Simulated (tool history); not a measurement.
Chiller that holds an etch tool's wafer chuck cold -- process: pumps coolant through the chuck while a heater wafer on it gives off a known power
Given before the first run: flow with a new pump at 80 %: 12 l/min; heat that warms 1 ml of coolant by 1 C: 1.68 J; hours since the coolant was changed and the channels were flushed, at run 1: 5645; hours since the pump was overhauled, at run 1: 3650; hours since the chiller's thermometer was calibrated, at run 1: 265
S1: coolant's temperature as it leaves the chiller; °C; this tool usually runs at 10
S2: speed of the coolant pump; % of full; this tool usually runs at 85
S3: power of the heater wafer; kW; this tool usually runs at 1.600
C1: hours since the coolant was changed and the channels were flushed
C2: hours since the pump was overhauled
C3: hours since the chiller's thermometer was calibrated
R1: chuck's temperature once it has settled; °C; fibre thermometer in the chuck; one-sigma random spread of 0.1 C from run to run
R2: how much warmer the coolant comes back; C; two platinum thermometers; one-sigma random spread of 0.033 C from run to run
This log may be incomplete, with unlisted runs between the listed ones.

run 1 hour=0.0 | S1=10 S2=85 S3=1.600 | C1=5645 C2=3650 C3=265 | R1=21.9 R2=4.45
run 2 hour=96.7 | S1=10 S2=85 S3=1.600 | C1=5742 C2=3746 C3=362 | R1=21.6 R2=4.43
run 3 hour=202.6 | S1=10 S2=85 S3=1.600 | C1=5847 C2=3852 C3=468 | R1=22.0 R2=4.43
run 4 hour=309.9 | S1=10 S2=85 S3=1.600 | C1=5955 C2=3959 C3=575 | R1=22.0 R2=4.46
run 5 hour=360.9 | S1=10 S2=85 S3=1.600 | C1=6006 C2=4010 C3=626 | R1=21.7 R2=4.47
run 6 hour=419.7 | S1=10 S2=85 S3=1.600 | C1=6065 C2=4069 C3=685 | R1=22.0 R2=4.48
run 7 hour=513.2 | S1=10 S2=85 S3=1.600 | C1=6158 C2=4163 C3=778 | R1=21.8 R2=4.44
run 8 hour=596.4 | S1=10 S2=85 S3=1.952 | C1=6241 C2=4246 C3=861 | R1=24.4 R2=5.36
run 9 hour=652.0 | S1=10 S2=85 S3=2.123 | C1=6297 C2=4302 C3=917 | R1=25.7 R2=5.94
run 10 hour=743.8 | S1=10 S2=85 S3=2.123 | C1=6389 C2=4393 C3=1009 | R1=25.7 R2=5.93
run 11 hour=856.7 | S1=10 S2=85 S3=1.600 | C1=6502 C2=4506 C3=1122 | R1=21.8 R2=4.44
run 12 hour=922.6 | S1=10 S2=77 S3=2.134 | C1=6567 C2=4572 C3=1188 | R1=26.8 R2=6.56
run 13 hour=1035.2 | S1=5 S2=60 S3=2.134 | C1=6680 C2=4685 C3=1300 | R1=24.7 R2=8.64
run 14 hour=1141.5 | S1=10 S2=74 S3=1.758 | C1=6786 C2=4791 C3=1406 | R1=24.1 R2=5.74
run 15 hour=1207.9 | S1=10 S2=74 S3=1.758 | C1=6853 C2=4857 C3=1473 | R1=24.1 R2=5.77
run 16 hour=1261.3 | S1=10 S2=74 S3=1.758 | C1=6906 C2=4911 C3=1526 | R1=24.0 R2=5.69
run 17 hour=1363.3 | S1=3 S2=68 S3=0.973 | C1=7008 C2=5013 C3=1628 | R1=11.4 R2=3.48
run 18 hour=1451.3 | S1=3 S2=68 S3=0.973 | C1=7096 C2=5101 C3=1716 | R1=11.2 R2=3.51
run 19 hour=1570.5 | S1=3 S2=68 S3=0.973 | C1=7215 C2=5220 C3=1835 | R1=11.3 R2=3.42
run 20 hour=1661.6 | S1=16 S2=85 S3=1.600 | C1=7306 C2=5311 C3=1927 | R1=27.9 R2=4.46
run 21 hour=1748.0 | S1=16 S2=85 S3=1.600 | C1=7393 C2=5398 C3=2013 | R1=27.8 R2=4.49

Each row is a separate what-if for the run after 21, all from the same tool condition, not one after another. Results?
run A hour=1818.1 | S1=4 S2=85 S3=1.600 | C1=7463 C2=5468 C3=2083 | R1=? R2=?
run B hour=1818.1 | S1=10 S2=61 S3=1.097 | C1=7463 C2=5468 C3=2083 | R1=? R2=?
run C hour=1818.1 | S1=10 S2=85 S3=1.318 | C1=7463 C2=5468 C3=2083 | R1=? R2=?

run=A R1=15.8 R2=4.48
run=B R1=20.0 R2=4.38
run=C R1=19.6 R2=3.66
The same runs, with their run-to-run variation unchanged, on a tool lacking any hidden condition would have given:
run=A R1=15.8 R2=4.48
run=B R1=20.0 R2=4.38
run=C R1=19.6 R2=3.66
